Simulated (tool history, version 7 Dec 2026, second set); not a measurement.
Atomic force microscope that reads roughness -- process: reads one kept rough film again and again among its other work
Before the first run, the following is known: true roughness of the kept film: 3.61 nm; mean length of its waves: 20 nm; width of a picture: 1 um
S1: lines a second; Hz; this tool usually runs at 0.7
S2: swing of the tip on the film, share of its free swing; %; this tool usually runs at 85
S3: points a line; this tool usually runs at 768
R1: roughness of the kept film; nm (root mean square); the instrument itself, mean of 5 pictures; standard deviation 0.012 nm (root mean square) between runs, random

run	hour	S1	S2	S3	R1
1	0	0.7	85	768	2.891
# hour 20: new tip fitted
2	38.1	0.7	85	768	2.908
3	75.5	0.7	85	768	2.915
4	97.1	0.7	85	768	2.877
5	136.2	0.7	85	768	2.893
6	176.5	0.7	85	768	2.905
7	217.8	0.7	60	768	2.984
# hour 250.9: new tip fitted
8	254.6	2.686	85	768	2.559
9	280.6	2.686	85	768	2.57
10	319.1	2.686	85	768	2.539
11	348.1	2.686	85	768	2.551
12	372.1	2.686	85	768	2.567
13	414.2	2.686	85	768	2.564
14	450.4	2.686	85	768	2.567
15	472.6	2.686	85	768	2.555
# hour 482.4: new tip fitted
16	493.7	0.7	66	768	2.98
17	542.8	0.7	66	768	2.999
18	589.4	0.7	66	768	2.973
19	619.5	0.7	58	768	3.016
20	658.8	0.7	58	768	3.015
21	697.4	2.99	78	293	2.584
# hour 715.2: new tip fitted
22	726	2.99	78	293	2.585
23	756.3	2.99	78	293	2.573
24	798.1	1.629	66	775	2.938
25	836.9	1.629	66	775	2.911
26	863.5	1.027	88	880	2.809
27	886.5	1.027	88	880	2.814
28	930	0.63	85	768	2.881
# hour 945.6: new tip fitted
29	963.4	0.695	83	1009	2.948
30	1012.9	1.315	57	384	2.959
31	1056.5	1.315	57	384	2.936
32	1104.5	1.315	57	384	2.932
33	1146.6	2.377	57	354	2.87
# hour 1176.7: new tip fitted
34	1197.5	2.298	85	768	2.624
35	1240.4	2.298	85	768	2.63
36	1285.8	1.6	85	725	2.746

Predict each of these 5 candidate next runs independently; none follows another, all start after run 36:
A	1319.8	0.76	56	915	?
B	1319.8	1.397	85	371	?
C	1319.8	1.562	81	296	?
D	1319.8	1.418	55	657	?
E	1319.8	1.978	57	723	?

run	R1
A	3.024
B	2.748
C	2.713
D	2.985
E	2.955
Take away the tool's hidden state, keep each run's random variation, and the runs would have read:
run	R1
A	3.032
B	2.755
C	2.721
D	2.993
E	2.963
